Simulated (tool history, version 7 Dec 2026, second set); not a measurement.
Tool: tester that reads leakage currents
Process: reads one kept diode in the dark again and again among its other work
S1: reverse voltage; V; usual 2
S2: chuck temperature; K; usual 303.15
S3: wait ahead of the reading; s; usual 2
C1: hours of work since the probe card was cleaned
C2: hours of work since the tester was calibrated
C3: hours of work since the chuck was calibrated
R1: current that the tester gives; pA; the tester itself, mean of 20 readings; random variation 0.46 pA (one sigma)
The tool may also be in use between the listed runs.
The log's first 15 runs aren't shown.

{"run": 16, "day": 57.392, "S1": 5.97, "S2": 293.15, "S3": 2, "C1": 2557, "C2": 4095, "C3": 428, "R1": 101.11}
{"run": 17, "day": 60.754, "S1": 5.97, "S2": 293.15, "S3": 2, "C1": 2618, "C2": 4156, "C3": 489, "R1": 101.6}
{"run": 18, "day": 63.125, "S1": 5.97, "S2": 293.15, "S3": 2, "C1": 2661, "C2": 4199, "C3": 532, "R1": 102.33}
{"day": 67.7, "done": "tester calibrated"}
{"run": 19, "day": 68.279, "S1": 2, "S2": 303.15, "S3": 2, "C1": 2753, "C2": 10, "C3": 624, "R1": 162.9}
{"day": 72.779, "done": "probe card cleaned and baked"}
{"run": 20, "day": 72.779, "S1": 2, "S2": 303.15, "S3": 2, "C1": 0, "C2": 90, "C3": 704, "R1": 162.83}
{"run": 21, "day": 75.067, "S1": 2, "S2": 325.15, "S3": 6.18, "C1": 42, "C2": 131, "C3": 745, "R1": 1053.93}
{"run": 22, "day": 79.462, "S1": 4.64, "S2": 325.15, "S3": 7.32, "C1": 121, "C2": 211, "C3": 825, "R1": 1448.94}
{"run": 23, "day": 83.125, "S1": 4.64, "S2": 325.15, "S3": 7.32, "C1": 188, "C2": 278, "C3": 891, "R1": 1466.8}
{"run": 24, "day": 87.542, "S1": 4.64, "S2": 325.15, "S3": 7.32, "C1": 268, "C2": 358, "C3": 972, "R1": 1467.84}
{"run": 25, "day": 91.933, "S1": 4.64, "S2": 325.15, "S3": 7.32, "C1": 347, "C2": 437, "C3": 1051, "R1": 1476.96}
{"run": 26, "day": 94.358, "S1": 2, "S2": 299.15, "S3": 9.67, "C1": 391, "C2": 481, "C3": 1095, "R1": 117.14}
{"run": 27, "day": 97.942, "S1": 3.13, "S2": 303.15, "S3": 1.31, "C1": 456, "C2": 546, "C3": 1160, "R1": 199.63}
{"run": 28, "day": 101.871, "S1": 8.54, "S2": 329.15, "S3": 1.31, "C1": 528, "C2": 618, "C3": 1231, "R1": 2561.37}
{"run": 29, "day": 105.762, "S1": 8.54, "S2": 329.15, "S3": 1.31, "C1": 598, "C2": 688, "C3": 1302, "R1": 2575.76}
{"run": 30, "day": 107.958, "S1": 1.74, "S2": 302.15, "S3": 9.76, "C1": 638, "C2": 728, "C3": 1342, "R1": 149.29}
{"run": 31, "day": 112.175, "S1": 7.33, "S2": 325.15, "S3": 9.76, "C1": 715, "C2": 805, "C3": 1418, "R1": 1789.94}
{"run": 32, "day": 115.742, "S1": 4.54, "S2": 297.15, "S3": 1.01, "C1": 779, "C2": 869, "C3": 1483, "R1": 137.37}
{"day": 120.9, "done": "chuck's temperature calibrated"}
{"run": 33, "day": 120.9, "S1": 2, "S2": 303.15, "S3": 4.96, "C1": 871, "C2": 961, "C3": 0, "R1": 154.77}
{"run": 34, "day": 123.229, "S1": 2, "S2": 303.15, "S3": 4.96, "C1": 914, "C2": 1004, "C3": 42, "R1": 156.01}
{"run": 35, "day": 126.267, "S1": 2.25, "S2": 303.15, "S3": 4.96, "C1": 969, "C2": 1059, "C3": 97, "R1": 162.61}
{"run": 36, "day": 131.15, "S1": 2.25, "S2": 303.15, "S3": 4.96, "C1": 1057, "C2": 1147, "C3": 186, "R1": 164.76}
{"run": 37, "day": 136.275, "S1": 13.69, "S2": 303.15, "S3": 2.49, "C1": 1150, "C2": 1240, "C3": 279, "R1": 327.49}
{"run": 38, "day": 140.975, "S1": 13.69, "S2": 303.15, "S3": 2.49, "C1": 1236, "C2": 1325, "C3": 364, "R1": 329.14}
{"run": 39, "day": 145.908, "S1": 2.14, "S2": 308.15, "S3": 1.6, "C1": 1325, "C2": 1415, "C3": 454, "R1": 259.11}

3 ways to go on from here, each from the tool as it stands after run 39. What would each give?
{"run": "A", "day": 150.133, "S1": 10.71, "S2": 293.15, "S3": 8.45, "C1": 1402, "C2": 1492, "C3": 530, "R1": "?"}
{"run": "B", "day": 150.133, "S1": 5.18, "S2": 306.15, "S3": 0.46, "C1": 1402, "C2": 1492, "C3": 530, "R1": "?"}
{"run": "C", "day": 150.133, "S1": 2.14, "S2": 293.15, "S3": 1.6, "C1": 1402, "C2": 1492, "C3": 530, "R1": "?"}

run=A R1=123.26
run=B R1=306.76
run=C R1=66.15
Without the tool's hidden state the same runs would have given:
run=A R1=110.51
run=B R1=288.28
run=C R1=61.32

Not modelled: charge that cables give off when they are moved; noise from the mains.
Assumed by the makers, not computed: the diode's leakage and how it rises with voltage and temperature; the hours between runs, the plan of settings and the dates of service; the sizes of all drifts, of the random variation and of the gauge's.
